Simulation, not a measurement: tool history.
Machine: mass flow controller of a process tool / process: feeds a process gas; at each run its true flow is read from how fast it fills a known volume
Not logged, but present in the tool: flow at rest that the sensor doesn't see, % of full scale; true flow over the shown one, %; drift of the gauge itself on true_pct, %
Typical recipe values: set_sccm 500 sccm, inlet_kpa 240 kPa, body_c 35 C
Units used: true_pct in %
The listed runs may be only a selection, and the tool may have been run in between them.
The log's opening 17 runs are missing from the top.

run    hour  set_sccm  inlet_kpa  body_c  hours of work since the controller was set to zero  hours of work since the controller was changed  true_pct
 18  1037.6       586        240      35                                                 311                                             311     98.04
 19  1096.1       586        240      35                                                 353                                             353     97.94
 20  1157.4       586        240      35                                                 398                                             398     98.07
 21  1229.5       586        240      35                                                 451                                             451     98.08
 22  1304.1       403        240      36                                                 506                                             506     97.46
 23  1356.7       500        240      39                                                 544                                             544     97.48
 24  1404.3       216        197      35                                                 579                                             579     97.45
     1410.6  -- controller's zero set anew
 25  1447.5       216        197      35                                                  27                                             610     97.67
 26  1535.7       156        248      20                                                  91                                             675     98.68
 27  1601.6       156        248      20                                                 140                                             723     98.73
 28  1670.2       500        260      36                                                 190                                             773     97.62
 29  1725.7       681        175      36                                                 230                                             813     98.41
 30  1770.8       865        175      25                                                 263                                             846     99.83
     1817.8  -- controller's zero set anew, once more
 31  1854.1       181        144      35                                                  27                                             907     97.39
 32  1900.1       181        232      35                                                  60                                             941     96.88
 33  1961.7       161        278      29                                                 105                                             986     97.15
 34  2029.7       500        240      31                                                 155                                            1035     97.80
 35  2082.1       143        243      22                                                 193                                            1074     97.93

Alternative continuations, all from the tool just after run 35; predict every row:
  A  2148.4       182        240      35                                                 242                                            1122         ?
  B  2148.4       143        269      31                                                 242                                            1122         ?
  C  2148.4       380        168      28                                                 242                                            1122         ?
  D  2148.4       144        198      27                                                 242                                            1122         ?

run  true_pct
  A     96.99
  B     96.96
  C     98.34
  D     97.79
Without the tool's hidden state the same runs would have given:
run  true_pct
  A     96.77
  B     96.62
  C     98.36
  D     97.45

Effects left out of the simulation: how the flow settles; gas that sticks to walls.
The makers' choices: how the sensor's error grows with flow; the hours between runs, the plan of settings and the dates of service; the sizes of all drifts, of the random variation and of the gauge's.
